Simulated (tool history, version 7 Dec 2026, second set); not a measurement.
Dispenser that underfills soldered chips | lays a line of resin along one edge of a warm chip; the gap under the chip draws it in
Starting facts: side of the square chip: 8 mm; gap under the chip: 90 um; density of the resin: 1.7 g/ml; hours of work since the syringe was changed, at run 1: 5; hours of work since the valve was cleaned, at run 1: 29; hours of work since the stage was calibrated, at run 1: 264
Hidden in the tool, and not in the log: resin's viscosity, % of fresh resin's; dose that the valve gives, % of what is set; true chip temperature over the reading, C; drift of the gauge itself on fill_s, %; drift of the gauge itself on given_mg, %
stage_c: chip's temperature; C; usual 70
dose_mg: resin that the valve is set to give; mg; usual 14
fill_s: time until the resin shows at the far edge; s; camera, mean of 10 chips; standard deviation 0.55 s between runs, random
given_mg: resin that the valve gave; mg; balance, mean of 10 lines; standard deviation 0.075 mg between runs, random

run   hour  stage_c  dose_mg  hours of work since the syringe was changed  hours of work since the valve was cleaned  hours of work since the stage was calibrated  fill_s  given_mg
  1      0       70       14                                            5                                         29                                           264    60.1     13.56
  2    6.2       68       14                                            9                                         33                                           268    94.9     13.56
       9.3  -- new syringe of resin
  3   11.6       80       14                                            2                                         36                                           271    27.9      13.7
  4   22.5       70       14                                            9                                         43                                           279    86.3     13.52
      25.4  -- new syringe of resin
  5   30.8       70     17.7                                            4                                         49                                           284    53.4     17.18
      41.8  -- new syringe of resin
  6   41.8       70       14                                            0                                         56                                           291    41.4     13.44
  7   46.7       70       14                                            3                                         59                                           294    54.3     13.27
        58  -- new syringe of resin
  8     58       70       14                                            0                                         67                                           302    41.3     13.27
  9   64.6       69       14                                            4                                         71                                           306      62     13.32
 10   69.5       69     12.5                                            8                                         74                                           310    83.2     11.76
      74.8  -- new syringe of resin
      80.9  -- dispensing valve cleaned and set on the balance
 11   82.1       69     12.5                                            4                                          1                                           317    62.3     12.54
      92.5  -- new syringe of resin
 12   94.4       69     12.5                                            1                                          9                                           325    48.8     12.52
 13  103.8       69     12.5                                            8                                         15                                           331    78.4      12.4
       109  -- new syringe of resin
 14  112.5       69     15.2                                            2                                         21                                           337    49.5     14.98
 15  122.2       69     15.2                                            9                                         27                                           344    84.2     14.77
     125.2  -- new syringe of resin
 16  129.6       69     15.2                                            3                                         32                                           348    52.9      14.8
 17  135.6       61       14                                            7                                         36                                           352   114.5      13.6
       142  -- new syringe of resin
 18    148       61       14                                            4                                         44                                           360    91.4     13.51
 19  157.4       82     13.2                                           10                                         51                                           367    50.4      12.7
     158.8  -- new syringe of resin
 20  166.9       82     13.2                                            5                                         57                                           373    33.9     12.72
       175  -- new syringe of resin
 21  176.3       66     17.8                                            1                                         63                                           379    50.5     17.01
 22  184.1       60     15.9                                            6                                         68                                           384   107.8     15.21
     191.2  -- new syringe of resin
 23  191.8       74       14                                            0                                         73                                           389    33.9     13.31
 24  197.7       74       14                                            4                                         77                                           393    45.4     13.29
     205.1  -- dispensing valve cleaned and set on the balance
     208.5  -- new syringe of resin
 25  210.4       74       14                                            1                                          3                                           401    35.6     14.12
 26  219.8       84     12.5                                            8                                         10                                           407    35.7     12.48
     224.8  -- new syringe of resin
 27  231.4       84     12.5                                            4                                         17                                           415      28     12.29
       237  -- stage's temperature calibrated
       242  -- new syringe of resin
 28  244.1       57     13.6                                            1                                         25                                             5   109.3     13.36
 29    249       57     13.6                                            5                                         28                                             8   140.8     13.27
     258.5  -- new syringe of resin
 30  258.7       57     13.6                                            0                                         34                                            14   100.1     13.19
 31  265.6       79     14.2                                            5                                         39                                            19    43.1     13.93
 32  273.7       79     14.2                                           10                                         44                                            24    66.2     13.72
     275.7  -- new syringe of resin
 33  280.1       68     14.9                                            3                                         49                                            28    64.6     14.39
 34  286.2       68     14.9                                            7                                         53                                            32    89.8     14.51
     292.3  -- new syringe of resin
 35  297.8       68     14.9                                            4                                         60                                            40    67.7     14.45

Each run again, without the hidden state but with its own random variation kept:
run  fill_s  given_mg
  1    45.4     13.89
  2    51.6     13.94
  3      27     14.11
  4      47        14
  5    44.9     17.86
  6    45.9     14.04
  7    46.3      13.9
  8      46     13.97
  9    48.5     14.06
 10    49.9     12.45
 11    50.3     12.56
 12    50.7     12.61
 13    49.4     12.54
 14    47.3     15.21
 15    47.9     15.07
 16    48.8     15.14
 17    77.2     13.95
 18    76.5     13.93
 19    24.9     13.15
 20    24.9     13.23
 21    55.8     17.77
 22    78.7     15.95
 23    37.4        14
 24    36.5     14.03
 25    37.8     14.14
 26    22.7     12.55
 27    23.1     12.42
 28    96.6     13.57
 29    95.6     13.51
 30    97.1     13.48
 31    29.1     14.28
 32    29.2     14.12
 33    50.5     14.84
 34    50.8     15.01
 35    51.2     15.02

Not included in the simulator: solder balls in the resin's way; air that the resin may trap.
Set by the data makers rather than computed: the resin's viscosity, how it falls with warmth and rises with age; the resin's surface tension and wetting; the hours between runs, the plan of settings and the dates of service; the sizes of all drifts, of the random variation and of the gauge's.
